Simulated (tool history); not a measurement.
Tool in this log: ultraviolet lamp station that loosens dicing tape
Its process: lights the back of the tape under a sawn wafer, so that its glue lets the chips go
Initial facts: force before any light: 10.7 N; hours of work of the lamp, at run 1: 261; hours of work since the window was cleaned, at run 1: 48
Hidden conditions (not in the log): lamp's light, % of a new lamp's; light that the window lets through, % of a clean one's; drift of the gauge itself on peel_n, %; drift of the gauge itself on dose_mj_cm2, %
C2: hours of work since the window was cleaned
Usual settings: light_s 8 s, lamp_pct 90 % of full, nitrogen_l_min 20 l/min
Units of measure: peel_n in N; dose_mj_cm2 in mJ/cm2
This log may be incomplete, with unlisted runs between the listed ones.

{"run": 1, "hour": 0.0, "light_s": 8, "lamp_pct": 90, "nitrogen_l_min": 20, "hours of work of the lamp": 261, "C2": 48, "peel_n": 0.347, "dose_mj_cm2": 610}
{"run": 2, "hour": 13.0, "light_s": 8, "lamp_pct": 90, "nitrogen_l_min": 20, "hours of work of the lamp": 271, "C2": 57, "peel_n": 0.356, "dose_mj_cm2": 607}
{"run": 3, "hour": 24.6, "light_s": 8, "lamp_pct": 90, "nitrogen_l_min": 12, "hours of work of the lamp": 279, "C2": 66, "peel_n": 0.416, "dose_mj_cm2": 609}
{"run": 4, "hour": 36.2, "light_s": 8, "lamp_pct": 90, "nitrogen_l_min": 12, "hours of work of the lamp": 288, "C2": 74, "peel_n": 0.42, "dose_mj_cm2": 600}
{"run": 5, "hour": 42.2, "light_s": 8, "lamp_pct": 90, "nitrogen_l_min": 9, "hours of work of the lamp": 292, "C2": 79, "peel_n": 0.47, "dose_mj_cm2": 600}
{"run": 6, "hour": 56.0, "light_s": 8, "lamp_pct": 90, "nitrogen_l_min": 20, "hours of work of the lamp": 302, "C2": 89, "peel_n": 0.364, "dose_mj_cm2": 599}
{"run": 7, "hour": 69.4, "light_s": 8, "lamp_pct": 90, "nitrogen_l_min": 20, "hours of work of the lamp": 312, "C2": 99, "peel_n": 0.371, "dose_mj_cm2": 591}
{"run": 8, "hour": 77.1, "light_s": 8, "lamp_pct": 90, "nitrogen_l_min": 20, "hours of work of the lamp": 318, "C2": 104, "peel_n": 0.365, "dose_mj_cm2": 587}
{"run": 9, "hour": 86.1, "light_s": 5, "lamp_pct": 90, "nitrogen_l_min": 20, "hours of work of the lamp": 324, "C2": 111, "peel_n": 0.953, "dose_mj_cm2": 364}
{"run": 10, "hour": 92.4, "light_s": 8, "lamp_pct": 90, "nitrogen_l_min": 20, "hours of work of the lamp": 329, "C2": 116, "peel_n": 0.387, "dose_mj_cm2": 590}
{"run": 11, "hour": 104.7, "light_s": 8, "lamp_pct": 90, "nitrogen_l_min": 9, "hours of work of the lamp": 338, "C2": 125, "peel_n": 0.498, "dose_mj_cm2": 578}
{"run": 12, "hour": 117.8, "light_s": 8, "lamp_pct": 72, "nitrogen_l_min": 20, "hours of work of the lamp": 348, "C2": 134, "peel_n": 0.586, "dose_mj_cm2": 469}
{"run": 13, "hour": 129.5, "light_s": 8, "lamp_pct": 72, "nitrogen_l_min": 20, "hours of work of the lamp": 356, "C2": 143, "peel_n": 0.592, "dose_mj_cm2": 469}
{"run": 14, "hour": 135.9, "light_s": 8, "lamp_pct": 72, "nitrogen_l_min": 20, "hours of work of the lamp": 361, "C2": 148, "peel_n": 0.591, "dose_mj_cm2": 463}
{"run": 15, "hour": 147.9, "light_s": 8, "lamp_pct": 72, "nitrogen_l_min": 20, "hours of work of the lamp": 370, "C2": 156, "peel_n": 0.613, "dose_mj_cm2": 463}
{"run": 16, "hour": 157.9, "light_s": 8, "lamp_pct": 74, "nitrogen_l_min": 20, "hours of work of the lamp": 377, "C2": 164, "peel_n": 0.577, "dose_mj_cm2": 470}
{"run": 17, "hour": 170.8, "light_s": 8, "lamp_pct": 74, "nitrogen_l_min": 20, "hours of work of the lamp": 386, "C2": 173, "peel_n": 0.6, "dose_mj_cm2": 465}
{"run": 18, "hour": 180.9, "light_s": 8, "lamp_pct": 74, "nitrogen_l_min": 20, "hours of work of the lamp": 394, "C2": 181, "peel_n": 0.592, "dose_mj_cm2": 463}
{"run": 19, "hour": 192.3, "light_s": 13, "lamp_pct": 90, "nitrogen_l_min": 20, "hours of work of the lamp": 402, "C2": 189, "peel_n": 0.222, "dose_mj_cm2": 914}
{"run": 20, "hour": 205.5, "light_s": 13, "lamp_pct": 90, "nitrogen_l_min": 20, "hours of work of the lamp": 412, "C2": 199, "peel_n": 0.237, "dose_mj_cm2": 915}
{"run": 21, "hour": 213.3, "light_s": 13, "lamp_pct": 90, "nitrogen_l_min": 20, "hours of work of the lamp": 418, "C2": 204, "peel_n": 0.23, "dose_mj_cm2": 907}
{"run": 22, "hour": 227.0, "light_s": 10, "lamp_pct": 90, "nitrogen_l_min": 20, "hours of work of the lamp": 428, "C2": 214, "peel_n": 0.299, "dose_mj_cm2": 686}
{"run": 23, "hour": 232.9, "light_s": 10, "lamp_pct": 90, "nitrogen_l_min": 20, "hours of work of the lamp": 432, "C2": 219, "peel_n": 0.303, "dose_mj_cm2": 691}
{"run": 24, "hour": 245.2, "light_s": 8, "lamp_pct": 93, "nitrogen_l_min": 20, "hours of work of the lamp": 441, "C2": 228, "peel_n": 0.399, "dose_mj_cm2": 570}
{"run": 25, "hour": 252.0, "light_s": 12, "lamp_pct": 84, "nitrogen_l_min": 10, "hours of work of the lamp": 446, "C2": 233, "peel_n": 0.298, "dose_mj_cm2": 777}
{"run": 26, "hour": 265.0, "light_s": 12, "lamp_pct": 84, "nitrogen_l_min": 10, "hours of work of the lamp": 456, "C2": 242, "peel_n": 0.323, "dose_mj_cm2": 769}
{"run": 27, "hour": 272.0, "light_s": 12, "lamp_pct": 84, "nitrogen_l_min": 10, "hours of work of the lamp": 461, "C2": 247, "peel_n": 0.312, "dose_mj_cm2": 764}
{"run": 28, "hour": 278.1, "light_s": 13, "lamp_pct": 63, "nitrogen_l_min": 23, "hours of work of the lamp": 465, "C2": 252, "peel_n": 0.33, "dose_mj_cm2": 617}
{"run": 29, "hour": 285.6, "light_s": 13, "lamp_pct": 88, "nitrogen_l_min": 23, "hours of work of the lamp": 471, "C2": 257, "peel_n": 0.238, "dose_mj_cm2": 870}
{"run": 30, "hour": 291.6, "light_s": 13, "lamp_pct": 88, "nitrogen_l_min": 23, "hours of work of the lamp": 475, "C2": 262, "peel_n": 0.255, "dose_mj_cm2": 865}
{"run": 31, "hour": 300.9, "light_s": 13, "lamp_pct": 88, "nitrogen_l_min": 23, "hours of work of the lamp": 482, "C2": 269, "peel_n": 0.227, "dose_mj_cm2": 856}
{"run": 32, "hour": 313.4, "light_s": 13, "lamp_pct": 88, "nitrogen_l_min": 23, "hours of work of the lamp": 491, "C2": 278, "peel_n": 0.251, "dose_mj_cm2": 853}
{"run": 33, "hour": 319.8, "light_s": 13, "lamp_pct": 88, "nitrogen_l_min": 23, "hours of work of the lamp": 496, "C2": 282, "peel_n": 0.234, "dose_mj_cm2": 848}
{"run": 34, "hour": 334.3, "light_s": 4, "lamp_pct": 88, "nitrogen_l_min": 23, "hours of work of the lamp": 506, "C2": 293, "peel_n": 1.793, "dose_mj_cm2": 256}
{"run": 35, "hour": 345.3, "light_s": 4, "lamp_pct": 88, "nitrogen_l_min": 23, "hours of work of the lamp": 515, "C2": 301, "peel_n": 1.741, "dose_mj_cm2": 260}
{"run": 36, "hour": 353.3, "light_s": 6, "lamp_pct": 86, "nitrogen_l_min": 17, "hours of work of the lamp": 520, "C2": 307, "peel_n": 1.001, "dose_mj_cm2": 378}
{"run": 37, "hour": 360.7, "light_s": 10, "lamp_pct": 63, "nitrogen_l_min": 23, "hours of work of the lamp": 526, "C2": 312, "peel_n": 0.576, "dose_mj_cm2": 460}
{"run": 38, "hour": 372.2, "light_s": 10, "lamp_pct": 63, "nitrogen_l_min": 23, "hours of work of the lamp": 534, "C2": 321, "peel_n": 0.602, "dose_mj_cm2": 461}
{"run": 39, "hour": 379.5, "light_s": 7, "lamp_pct": 96, "nitrogen_l_min": 36, "hours of work of the lamp": 540, "C2": 326, "peel_n": 0.45, "dose_mj_cm2": 488}
{"run": 40, "hour": 390.7, "light_s": 16, "lamp_pct": 75, "nitrogen_l_min": 9, "hours of work of the lamp": 548, "C2": 335, "peel_n": 0.275, "dose_mj_cm2": 861}
{"run": 41, "hour": 397.8, "light_s": 16, "lamp_pct": 75, "nitrogen_l_min": 9, "hours of work of the lamp": 553, "C2": 340, "peel_n": 0.282, "dose_mj_cm2": 859}
{"run": 42, "hour": 408.1, "light_s": 8, "lamp_pct": 100, "nitrogen_l_min": 30, "hours of work of the lamp": 561, "C2": 347, "peel_n": 0.348, "dose_mj_cm2": 571}
{"run": 43, "hour": 415.6, "light_s": 7, "lamp_pct": 73, "nitrogen_l_min": 16, "hours of work of the lamp": 566, "C2": 353, "peel_n": 1.1, "dose_mj_cm2": 362}

Each row is a separate what-if for the run after 43, all from the same tool condition, not one after another. Results?
{"run": "A", "hour": 423.0, "light_s": 4, "lamp_pct": 90, "nitrogen_l_min": 20, "hours of work of the lamp": 572, "C2": 358, "peel_n": "?", "dose_mj_cm2": "?"}
{"run": "B", "hour": 423.0, "light_s": 15, "lamp_pct": 64, "nitrogen_l_min": 38, "hours of work of the lamp": 572, "C2": 358, "peel_n": "?", "dose_mj_cm2": "?"}
{"run": "C", "hour": 423.0, "light_s": 4, "lamp_pct": 63, "nitrogen_l_min": 17, "hours of work of the lamp": 572, "C2": 358, "peel_n": "?", "dose_mj_cm2": "?"}
{"run": "D", "hour": 423.0, "light_s": 8, "lamp_pct": 78, "nitrogen_l_min": 16, "hours of work of the lamp": 572, "C2": 358, "peel_n": "?", "dose_mj_cm2": "?"}

run=A peel_n=1.857 dose_mj_cm2=252
run=B peel_n=0.267 dose_mj_cm2=676
run=C peel_n=3.209 dose_mj_cm2=177
run=D peel_n=0.713 dose_mj_cm2=441
Stripped of hidden state, with their random variation kept, the same runs would have yielded:
run=A peel_n=1.129 dose_mj_cm2=333
run=B peel_n=0.227 dose_mj_cm2=891
run=C peel_n=2.227 dose_mj_cm2=233
run=D peel_n=0.410 dose_mj_cm2=582

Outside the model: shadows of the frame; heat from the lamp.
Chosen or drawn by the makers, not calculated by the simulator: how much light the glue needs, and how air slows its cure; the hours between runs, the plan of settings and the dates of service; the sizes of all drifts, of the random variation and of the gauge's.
